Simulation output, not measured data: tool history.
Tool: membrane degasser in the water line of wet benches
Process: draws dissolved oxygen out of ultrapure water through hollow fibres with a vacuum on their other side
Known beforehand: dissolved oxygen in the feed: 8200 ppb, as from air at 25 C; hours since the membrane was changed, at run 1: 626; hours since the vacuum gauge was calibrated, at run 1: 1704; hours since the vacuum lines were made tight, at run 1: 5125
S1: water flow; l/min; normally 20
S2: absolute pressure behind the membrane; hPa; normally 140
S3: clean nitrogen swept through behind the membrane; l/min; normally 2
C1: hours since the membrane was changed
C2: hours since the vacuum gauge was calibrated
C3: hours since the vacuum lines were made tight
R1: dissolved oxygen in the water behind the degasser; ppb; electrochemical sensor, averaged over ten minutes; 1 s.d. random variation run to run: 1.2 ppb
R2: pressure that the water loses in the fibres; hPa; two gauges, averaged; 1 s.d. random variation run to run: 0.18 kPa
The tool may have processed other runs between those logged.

Run 1, day 0: usual settings; C1 626; C2 1704; C3 5125. Result: R1 268.4 ppb, R2 352.4 hPa.
Run 2, day 1.608: usual settings but S2 302 hPa; C1 664; C2 1743; C3 5163. Result: R1 623.5 ppb, R2 353.2 hPa.
Run 3, day 3.558: usual settings but S2 302 hPa; C1 711; C2 1790; C3 5210. Result: R1 629.4 ppb, R2 355.4 hPa.
Run 4, day 6.3: usual settings; C1 777; C2 1856; C3 5276. Result: R1 266.7 ppb, R2 353.6 hPa.
Run 5, day 9.067: usual settings but S2 161 hPa; C1 843; C2 1922; C3 5342. Result: R1 319.1 ppb, R2 355 hPa.
Run 6, day 10.746: usual settings but S2 161 hPa; C1 884; C2 1962; C3 5383. Result: R1 319.5 ppb, R2 354.3 hPa.
Run 7, day 13.046: usual settings but S2 161 hPa; C1 939; C2 2017; C3 5438. Result: R1 318.5 ppb, R2 354.6 hPa.
Run 8, day 15.8: usual settings but S2 161 hPa; C1 1005; C2 2084; C3 5504. Result: R1 320.4 ppb, R2 353.3 hPa.
Run 9, day 18.375: usual settings; C1 1067; C2 2145; C3 5566. Result: R1 272.4 ppb, R2 354.8 hPa.
At day 19.721: seals of the vacuum lines changed.
Run 10, day 19.896: usual settings but S2 220 hPa; C1 1101; C2 2180; C3 4. Result: R1 438.7 ppb, R2 356.5 hPa.
Run 11, day 22.696: usual settings; C1 1168; C2 2247; C3 71. Result: R1 267.5 ppb, R2 356.2 hPa.
Run 12, day 24.292: usual settings; C1 1207; C2 2285; C3 110. Result: R1 267.6 ppb, R2 354.9 hPa.
Run 13, day 26.662: usual settings; C1 1264; C2 2342; C3 167. Result: R1 266.3 ppb, R2 355.4 hPa.
Run 14, day 29.158: usual settings; C1 1323; C2 2402; C3 226. Result: R1 266.5 ppb, R2 354.2 hPa.
Run 15, day 31.804: usual settings; C1 1387; C2 2466; C3 290. Result: R1 269.5 ppb, R2 357.4 hPa.
Run 16, day 33.788: usual settings; C1 1434; C2 2513; C3 338. Result: R1 264.8 ppb, R2 358.5 hPa.
Run 17, day 36.162: usual settings but S2 239 hPa, S3 1.02 l/min; C1 1492; C2 2570; C3 395. Result: R1 853.2 ppb, R2 354.1 hPa.
Run 18, day 38.162: usual settings but S1 26 l/min, S2 239 hPa, S3 2.15 l/min; C1 1539; C2 2618; C3 443. Result: R1 595 ppb, R2 458.5 hPa.
Run 19, day 39.867: usual settings but S1 16 l/min, S2 237 hPa, S3 1.38 l/min; C1 1580; C2 2659; C3 483. Result: R1 535.8 ppb, R2 286.1 hPa.
Run 20, day 42.342: usual settings but S1 32 l/min, S2 110 hPa, S3 3.73 l/min; C1 1640; C2 2719; C3 543. Result: R1 242.2 ppb, R2 573 hPa.
Run 21, day 44.671: usual settings but S1 32 l/min, S2 178 hPa, S3 3.73 l/min; C1 1696; C2 2774; C3 599. Result: R1 373.1 ppb, R2 572.6 hPa.
Run 22, day 46.592: usual settings but S3 4.02 l/min; C1 1742; C2 2821; C3 645. Result: R1 145.4 ppb, R2 357.4 hPa.
Run 23, day 47.962: usual settings but S3 4.02 l/min; C1 1775; C2 2853; C3 678. Result: R1 144.9 ppb, R2 359.4 hPa.
Run 24, day 49.467: usual settings but S1 19 l/min, S2 143 hPa, S3 2.81 l/min; C1 1811; C2 2890; C3 714. Result: R1 192.1 ppb, R2 339.6 hPa.
Run 25, day 50.625: usual settings but S1 17 l/min; C1 1839; C2 2917; C3 742. Result: R1 227.9 ppb, R2 302.2 hPa.
Run 26, day 51.812: usual settings but S1 17 l/min; C1 1867; C2 2946; C3 770. Result: R1 226.5 ppb, R2 303.6 hPa.
Run 27, day 53.583: usual settings but S1 17 l/min, S2 145 hPa, S3 1.34 l/min; C1 1910; C2 2988; C3 813. Result: R1 335.8 ppb, R2 304.6 hPa.
Run 28, day 56.288: usual settings but S1 29 l/min, S2 108 hPa, S3 5.97 l/min; C1 1975; C2 3053; C3 878. Result: R1 151 ppb, R2 519.4 hPa.
Run 29, day 59.025: usual settings but S1 30 l/min, S2 152 hPa, S3 2.58 l/min; C1 2040; C2 3119; C3 943. Result: R1 389.1 ppb, R2 534.3 hPa.
Run 30, day 61.596: usual settings but S1 30 l/min, S2 152 hPa, S3 2.58 l/min; C1 2102; C2 3181; C3 1005. Result: R1 391.9 ppb, R2 536.7 hPa.
Run 31, day 64.071: usual settings but S1 16 l/min, S2 206 hPa, S3 1.63 l/min; C1 2161; C2 3240; C3 1064. Result: R1 401.3 ppb, R2 289.7 hPa.
Run 32, day 65.712: usual settings but S1 16 l/min, S2 206 hPa, S3 1.63 l/min; C1 2201; C2 3279; C3 1104. Result: R1 404.3 ppb, R2 289.1 hPa.

For each entry between runs, how does the tool's hidden state at the last listed run before it compare with that at the first listed run after it?
From run 9 to run 10: seals of the vacuum lines changed (day 19.721)
  air that leaks in behind the membrane, l/min: 0.0233 -> 0.0033
  what was measured, less what the result would be without the hidden state, R1: +13.6 -> +7.6 ppb; R2: +4.8 -> +5 hPa
